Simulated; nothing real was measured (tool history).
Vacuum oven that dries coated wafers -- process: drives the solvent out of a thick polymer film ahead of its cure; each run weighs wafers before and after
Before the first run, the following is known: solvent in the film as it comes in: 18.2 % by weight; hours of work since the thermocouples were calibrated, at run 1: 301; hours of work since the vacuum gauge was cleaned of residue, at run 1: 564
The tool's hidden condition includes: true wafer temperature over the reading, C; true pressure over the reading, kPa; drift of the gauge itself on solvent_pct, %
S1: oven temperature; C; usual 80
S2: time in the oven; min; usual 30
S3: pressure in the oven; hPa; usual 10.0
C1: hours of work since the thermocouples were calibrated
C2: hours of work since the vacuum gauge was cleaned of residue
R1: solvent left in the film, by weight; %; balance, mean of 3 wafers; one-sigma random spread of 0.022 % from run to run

Run 1, hour 0.0: usual settings; C1 301; C2 564. Result: R1 0.94 %.
Run 2, hour 39.0: usual settings but S2 19 min; C1 332; C2 595. Result: R1 2.23 %.
Run 3, hour 90.8: usual settings but S2 19 min; C1 374; C2 637. Result: R1 2.24 %.
Run 4, hour 123.0: usual settings; C1 399; C2 662. Result: R1 0.96 %.
Run 5, hour 151.2: usual settings; C1 422; C2 685. Result: R1 1.00 %.
Run 6, hour 179.3: usual settings; C1 444; C2 707. Result: R1 0.97 %.
Run 7, hour 232.0: usual settings but S3 19.6 hPa; C1 486; C2 749. Result: R1 1.31 %.
Run 8, hour 257.8: usual settings but S1 82 C; C1 506; C2 769. Result: R1 0.78 %.
Run 9, hour 288.4: usual settings but S1 82 C; C1 531; C2 794. Result: R1 0.78 %.
Run 10, hour 337.2: usual settings but S1 82 C; C1 570; C2 832. Result: R1 0.79 %.
Run 11, hour 363.4: usual settings but S1 82 C; C1 590; C2 853. Result: R1 0.78 %.
Run 12, hour 395.5: usual settings but S1 82 C, S2 31 min; C1 616; C2 879. Result: R1 0.72 %.
Run 13, hour 443.9: usual settings but S1 82 C, S2 31 min; C1 654; C2 917. Result: R1 0.74 %.
Run 14, hour 493.5: usual settings but S1 69 C, S3 24.5 hPa; C1 694; C2 957. Result: R1 3.39 %.
Run 15, hour 543.4: usual settings but S2 19 min, S3 16.4 hPa; C1 733; C2 996. Result: R1 2.52 %.
Run 16, hour 577.8: usual settings but S2 19 min, S3 16.4 hPa; C1 761; C2 1024. Result: R1 2.55 %.
Run 17, hour 607.2: usual settings but S1 90 C, S2 19 min, S3 13.1 hPa; C1 784; C2 1047. Result: R1 1.03 %.
Run 18, hour 640.2: usual settings but S1 86 C, S2 48 min, S3 19.2 hPa; C1 810; C2 1073. Result: R1 0.58 %.
Run 19, hour 671.4: usual settings but S1 86 C, S2 48 min, S3 19.2 hPa; C1 835; C2 1098. Result: R1 0.65 %.
Run 20, hour 713.4: usual settings but S1 86 C, S2 48 min, S3 19.2 hPa; C1 869; C2 1132. Result: R1 0.62 %.
Run 21, hour 742.4: usual settings but S1 84 C, S2 50 min; C1 892; C2 1155. Result: R1 0.40 %.
Run 22, hour 779.2: usual settings but S1 89 C, S2 39 min, S3 9.8 hPa; C1 921; C2 1184. Result: R1 0.32 %.
Run 23, hour 820.5: usual settings but S1 70 C, S2 31 min; C1 954; C2 1217. Result: R1 2.38 %.
Run 24, hour 867.3: usual settings but S1 70 C, S2 31 min; C1 991; C2 1254. Result: R1 2.41 %.
Run 25, hour 899.0: usual settings but S1 72 C, S2 19 min; C1 1016; C2 1279. Result: R1 4.10 %.
Run 26, hour 935.8: usual settings but S1 72 C, S2 19 min; C1 1046; C2 1308. Result: R1 4.11 %.

Here are 3 independent what-if runs from the current tool condition. What would each one return?
Run A, hour 983.7: usual settings but S1 88 C, S2 19 min, S3 30.4 hPa; C1 1084; C2 1347. Result: R1 ?.
Run B, hour 983.7: usual settings but S1 86 C, S2 19 min, S3 27.8 hPa; C1 1084; C2 1347. Result: R1 ?.
Run C, hour 983.7: usual settings but S1 72 C, S2 19 min, S3 6.9 hPa; C1 1084; C2 1347. Result: R1 ?.

run    R1
  A  1.69
  B  1.96
  C  4.01
With no hidden state in the tool, these same runs would have given:
run    R1
  A  1.49
  B  1.73
  C  3.64

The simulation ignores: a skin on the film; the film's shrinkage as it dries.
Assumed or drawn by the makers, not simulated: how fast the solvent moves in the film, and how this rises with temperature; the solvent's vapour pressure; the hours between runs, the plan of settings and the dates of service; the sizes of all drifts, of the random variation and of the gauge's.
